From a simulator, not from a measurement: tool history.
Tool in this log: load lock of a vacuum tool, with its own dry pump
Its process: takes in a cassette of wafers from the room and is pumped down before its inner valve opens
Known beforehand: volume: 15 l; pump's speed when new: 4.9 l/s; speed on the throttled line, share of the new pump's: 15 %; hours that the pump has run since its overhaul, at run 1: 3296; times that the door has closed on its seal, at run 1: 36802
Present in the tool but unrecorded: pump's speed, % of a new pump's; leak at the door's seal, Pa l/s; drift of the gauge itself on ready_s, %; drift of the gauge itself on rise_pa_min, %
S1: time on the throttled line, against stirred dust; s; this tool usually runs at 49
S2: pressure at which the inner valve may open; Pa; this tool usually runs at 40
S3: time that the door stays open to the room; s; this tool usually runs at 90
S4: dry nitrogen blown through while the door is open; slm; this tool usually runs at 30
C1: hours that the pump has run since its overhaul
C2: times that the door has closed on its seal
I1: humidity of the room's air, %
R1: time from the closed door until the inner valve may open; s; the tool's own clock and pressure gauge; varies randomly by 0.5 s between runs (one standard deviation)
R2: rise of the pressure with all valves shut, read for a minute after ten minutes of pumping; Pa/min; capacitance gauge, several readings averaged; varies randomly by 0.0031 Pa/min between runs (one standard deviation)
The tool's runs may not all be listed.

{"run": 1, "day": 0.0, "S1": 49, "S2": 40, "S3": 90, "S4": 30, "C1": 3296, "C2": 36802, "I1": 42.4, "R1": 66.6, "R2": 0.338}
{"run": 2, "day": 9.454, "S1": 49, "S2": 40, "S3": 90, "S4": 30, "C1": 3523, "C2": 37196, "I1": 47.4, "R1": 66.8, "R2": 0.338}
{"run": 3, "day": 30.071, "S1": 49, "S2": 40, "S3": 90, "S4": 30, "C1": 4018, "C2": 38055, "I1": 45.8, "R1": 66.9, "R2": 0.348}
{"run": 4, "day": 51.358, "S1": 49, "S2": 40, "S3": 90, "S4": 30, "C1": 4528, "C2": 38942, "I1": 43.1, "R1": 66.9, "R2": 0.362}
{"run": 5, "day": 70.704, "S1": 49, "S2": 31, "S3": 90, "S4": 30, "C1": 4993, "C2": 39748, "I1": 43.8, "R1": 68.4, "R2": 0.37}
{"run": 6, "day": 80.779, "S1": 49, "S2": 31, "S3": 90, "S4": 30, "C1": 5235, "C2": 40168, "I1": 46.8, "R1": 69.3, "R2": 0.381}
{"run": 7, "day": 94.846, "S1": 49, "S2": 40, "S3": 90, "S4": 30, "C1": 5572, "C2": 40754, "I1": 45, "R1": 68.1, "R2": 0.38}
{"run": 8, "day": 104.146, "S1": 49, "S2": 40, "S3": 90, "S4": 30, "C1": 5795, "C2": 41142, "I1": 43.9, "R1": 67.5, "R2": 0.383}
{"run": 9, "day": 118.742, "S1": 49, "S2": 40, "S3": 90, "S4": 30, "C1": 6146, "C2": 41750, "I1": 47.3, "R1": 66.7, "R2": 0.39}
{"day": 129.962, "done": "door's seal changed, seat wiped"}
{"run": 10, "day": 138.017, "S1": 49, "S2": 40, "S3": 112, "S4": 30, "C1": 6607, "C2": 335, "I1": 42.5, "R1": 67.9, "R2": 0.089}
{"run": 11, "day": 148.212, "S1": 49, "S2": 40, "S3": 112, "S4": 30, "C1": 6851, "C2": 760, "I1": 44, "R1": 68.5, "R2": 0.093}
{"run": 12, "day": 161.762, "S1": 62, "S2": 40, "S3": 38, "S4": 30, "C1": 7177, "C2": 1325, "I1": 45.1, "R1": 79.6, "R2": 0.048}
{"run": 13, "day": 171.775, "S1": 50, "S2": 40, "S3": 38, "S4": 30, "C1": 7417, "C2": 1742, "I1": 46.2, "R1": 69.3, "R2": 0.04}
{"run": 14, "day": 194.75, "S1": 39, "S2": 73, "S3": 90, "S4": 30, "C1": 7968, "C2": 2699, "I1": 42.5, "R1": 57.6, "R2": 0.079}
{"run": 15, "day": 214.821, "S1": 49, "S2": 47, "S3": 82, "S4": 28, "C1": 8450, "C2": 3535, "I1": 46.5, "R1": 68.2, "R2": 0.088}

Branching from run 15: 3 alternative next runs. What would each branch give?
{"run": "A", "day": 237.079, "S1": 49, "S2": 36, "S3": 90, "S4": 8, "C1": 8984, "C2": 4463, "I1": 44.7, "R1": "?", "R2": "?"}
{"run": "B", "day": 237.079, "S1": 49, "S2": 40, "S3": 66, "S4": 6, "C1": 8984, "C2": 4463, "I1": 45.4, "R1": "?", "R2": "?"}
{"run": "C", "day": 237.079, "S1": 49, "S2": 28, "S3": 90, "S4": 7, "C1": 8984, "C2": 4463, "I1": 44.1, "R1": "?", "R2": "?"}

run=A R1=70.1 R2=0.123
run=B R1=69.7 R2=0.105
run=C R1=71.5 R2=0.123
The same runs, with their run-to-run variation unchanged, on a tool lacking any hidden condition would have given:
run=A R1=66.2 R2=0.113
run=B R1=65.9 R2=0.095
run=C R1=67.4 R2=0.113
